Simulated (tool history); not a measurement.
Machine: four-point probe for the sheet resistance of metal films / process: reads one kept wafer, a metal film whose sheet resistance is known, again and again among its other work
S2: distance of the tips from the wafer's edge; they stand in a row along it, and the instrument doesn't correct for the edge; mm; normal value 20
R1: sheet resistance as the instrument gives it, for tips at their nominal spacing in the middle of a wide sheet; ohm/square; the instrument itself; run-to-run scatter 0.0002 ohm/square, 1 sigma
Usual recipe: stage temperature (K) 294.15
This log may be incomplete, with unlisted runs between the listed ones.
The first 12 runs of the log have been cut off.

{"run": 13, "hour": 267.1, "stage temperature (K)": 294.15, "S2": 20, "R1": 0.99611}
{"run": 14, "hour": 283.4, "stage temperature (K)": 294.15, "S2": 20, "R1": 0.996578}
{"run": 15, "hour": 304.0, "stage temperature (K)": 302.15, "S2": 20, "R1": 0.985931}
{"run": 16, "hour": 317.9, "stage temperature (K)": 302.15, "S2": 20, "R1": 0.985376}
{"run": 17, "hour": 338.4, "stage temperature (K)": 299.15, "S2": 74, "R1": 0.987472}
{"run": 18, "hour": 356.9, "stage temperature (K)": 294.15, "S2": 36, "R1": 0.995177}
{"run": 19, "hour": 374.9, "stage temperature (K)": 294.15, "S2": 36, "R1": 0.995068}
{"run": 20, "hour": 389.7, "stage temperature (K)": 299.15, "S2": 3, "R1": 1.073592}
{"run": 21, "hour": 418.7, "stage temperature (K)": 297.15, "S2": 70, "R1": 0.990365}
{"run": 22, "hour": 450.1, "stage temperature (K)": 299.15, "S2": 16, "R1": 0.990645}
{"run": 23, "hour": 475.5, "stage temperature (K)": 294.15, "S2": 27, "R1": 0.995616}
{"run": 24, "hour": 499.2, "stage temperature (K)": 294.15, "S2": 13, "R1": 0.999259}
{"run": 25, "hour": 516.3, "stage temperature (K)": 301.15, "S2": 65, "R1": 0.984847}
{"run": 26, "hour": 540.8, "stage temperature (K)": 301.15, "S2": 13, "R1": 0.989634}
{"run": 27, "hour": 561.0, "stage temperature (K)": 301.15, "S2": 13, "R1": 0.989729}
{"run": 28, "hour": 577.4, "stage temperature (K)": 295.15, "S2": 43, "R1": 0.993524}
{"run": 29, "hour": 605.7, "stage temperature (K)": 305.15, "S2": 50, "R1": 0.979842}
{"run": 30, "hour": 628.9, "stage temperature (K)": 305.15, "S2": 50, "R1": 0.979388}
{"run": 31, "hour": 653.2, "stage temperature (K)": 305.15, "S2": 50, "R1": 0.979761}
{"run": 32, "hour": 666.6, "stage temperature (K)": 295.15, "S2": 71, "R1": 0.992941}

Below are 4 alternative next runs, each starting from the tool's condition after run 32. Predict each:
{"run": "A", "hour": 686.1, "stage temperature (K)": 295.15, "S2": 15, "R1": "?"}
{"run": "B", "hour": 686.1, "stage temperature (K)": 304.15, "S2": 5, "R1": "?"}
{"run": "C", "hour": 686.1, "stage temperature (K)": 295.15, "S2": 30, "R1": "?"}
{"run": "D", "hour": 686.1, "stage temperature (K)": 295.15, "S2": 21, "R1": "?"}

run=A R1=0.996649
run=B R1=1.01378
run=C R1=0.993697
run=D R1=0.994925
Take away the tool's hidden state, keep each run's random variation, and the runs would have read:
run=A R1=0.996611
run=B R1=1.013741
run=C R1=0.993658
run=D R1=0.994887

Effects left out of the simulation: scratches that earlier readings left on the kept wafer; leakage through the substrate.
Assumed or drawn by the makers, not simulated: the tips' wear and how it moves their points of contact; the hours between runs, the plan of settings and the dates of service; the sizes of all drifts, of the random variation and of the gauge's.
